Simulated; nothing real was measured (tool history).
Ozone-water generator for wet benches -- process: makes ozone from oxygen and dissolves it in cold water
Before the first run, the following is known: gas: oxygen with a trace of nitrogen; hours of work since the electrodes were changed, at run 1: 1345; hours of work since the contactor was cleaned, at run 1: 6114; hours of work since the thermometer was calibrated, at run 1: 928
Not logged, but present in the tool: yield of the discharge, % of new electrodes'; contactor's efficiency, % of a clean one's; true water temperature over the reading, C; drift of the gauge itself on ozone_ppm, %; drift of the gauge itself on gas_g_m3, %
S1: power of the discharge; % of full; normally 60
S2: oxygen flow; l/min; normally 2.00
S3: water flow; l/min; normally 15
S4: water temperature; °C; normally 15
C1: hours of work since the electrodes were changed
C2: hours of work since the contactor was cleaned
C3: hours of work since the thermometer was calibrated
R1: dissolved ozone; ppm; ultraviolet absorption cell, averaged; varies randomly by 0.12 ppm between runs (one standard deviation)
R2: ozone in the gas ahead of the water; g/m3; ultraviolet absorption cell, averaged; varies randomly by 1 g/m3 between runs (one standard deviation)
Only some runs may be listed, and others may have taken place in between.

run,hour,S1,S2,S3,S4,C1,C2,C3,R1,R2
1,0.0,60,2.00,15,15,1345,6114,928,12.5,172.0
2,48.0,60,2.00,15,15,1386,6155,969,12.3,173.6
3,94.3,60,2.00,15,15,1425,6194,1008,12.6,172.8
4,126.2,60,2.00,15,15,1452,6222,1036,12.4,174.6
5,160.4,60,2.00,20,15,1482,6251,1065,9.6,172.9
6,209.2,60,2.00,20,15,1523,6292,1106,9.7,173.3
7,234.7,60,2.57,20,15,1545,6314,1128,10.3,155.8
8,256.0,60,2.57,20,15,1563,6332,1146,10.1,154.6
9,304.3,60,2.57,20,15,1604,6373,1187,10.3,155.8
10,338.9,60,1.46,15,15,1633,6403,1217,11.2,203.2
11,381.4,60,2.00,15,15,1670,6439,1253,12.5,175.9
12,415.1,50,2.00,16,15,1698,6467,1282,10.2,153.0

Run 13 comes next. What will it give?
13,464.8,50,2.00,16,15,1741,6510,1324,?,?

{"run 13": {"R1": 10.4, "R2": 152.4}}
Had the tool carried no hidden state, the very same run would have given R1 10.4 ppm, R2 149.3 g/m3.
